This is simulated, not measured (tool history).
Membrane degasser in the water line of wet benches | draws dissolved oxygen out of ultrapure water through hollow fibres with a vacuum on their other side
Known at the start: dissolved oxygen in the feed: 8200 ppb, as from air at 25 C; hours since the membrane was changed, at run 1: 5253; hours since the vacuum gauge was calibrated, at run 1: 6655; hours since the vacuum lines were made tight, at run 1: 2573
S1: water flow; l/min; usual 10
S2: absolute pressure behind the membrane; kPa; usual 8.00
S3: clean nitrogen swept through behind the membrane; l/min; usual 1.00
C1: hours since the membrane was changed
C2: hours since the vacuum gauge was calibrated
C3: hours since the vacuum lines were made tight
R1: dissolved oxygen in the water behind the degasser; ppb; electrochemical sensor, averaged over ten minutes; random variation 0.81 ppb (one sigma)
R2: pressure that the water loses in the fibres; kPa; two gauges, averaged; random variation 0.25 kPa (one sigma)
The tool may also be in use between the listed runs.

run,hour,S1,S2,S3,C1,C2,C3,R1,R2
1,0.0,10,8.00,1.00,5253,6655,2573,131.6,70.50
2,86.8,10,12.69,1.00,5340,6742,2660,237.5,70.62
3,175.3,10,12.69,1.00,5428,6830,2748,239.7,70.19
4,254.4,10,12.69,1.00,5507,6909,2827,237.6,70.45
5,391.5,10,8.00,1.00,5644,7046,2964,133.0,70.37
6,563.3,10,12.96,1.00,5816,7218,3136,249.5,70.77
# hour 617.3: vacuum gauge calibrated
7,723.1,10,12.96,1.00,5975,106,3295,250.3,70.25
8,843.7,10,8.00,1.52,6096,226,3416,94.2,71.67
9,1012.3,10,8.00,1.52,6265,395,3585,94.4,71.26
10,1084.7,10,8.00,1.52,6337,467,3657,95.0,71.43
11,1216.8,10,8.00,1.00,6469,599,3789,137.8,71.55
# hour 1318.2: vacuum gauge calibrated, once more
12,1318.2,10,8.00,1.00,6570,0,3890,124.4,71.86
13,1478.6,10,8.00,1.00,6730,160,4050,127.0,71.72
14,1588.1,10,8.00,1.00,6840,270,4160,126.6,71.85
15,1702.0,10,8.00,1.59,6954,384,4274,85.8,71.93
16,1847.3,7,15.37,1.46,7099,529,4419,148.5,50.62
17,1944.7,7,15.37,1.46,7196,626,4516,148.4,50.56
18,2018.5,7,8.00,1.00,7270,700,4590,86.6,50.99
19,2183.6,7,8.00,0.86,7435,865,4755,100.1,50.71

The next listed run, before its measurement:
20,2286.9,10,8.00,1.49,7539,969,4859,?,?

Run 20 gave R1 91.6 ppb, R2 73.04 kPa.
Without the tool's hidden state the same run would have given R1 81.7 ppb, R2 64.91 kPa.
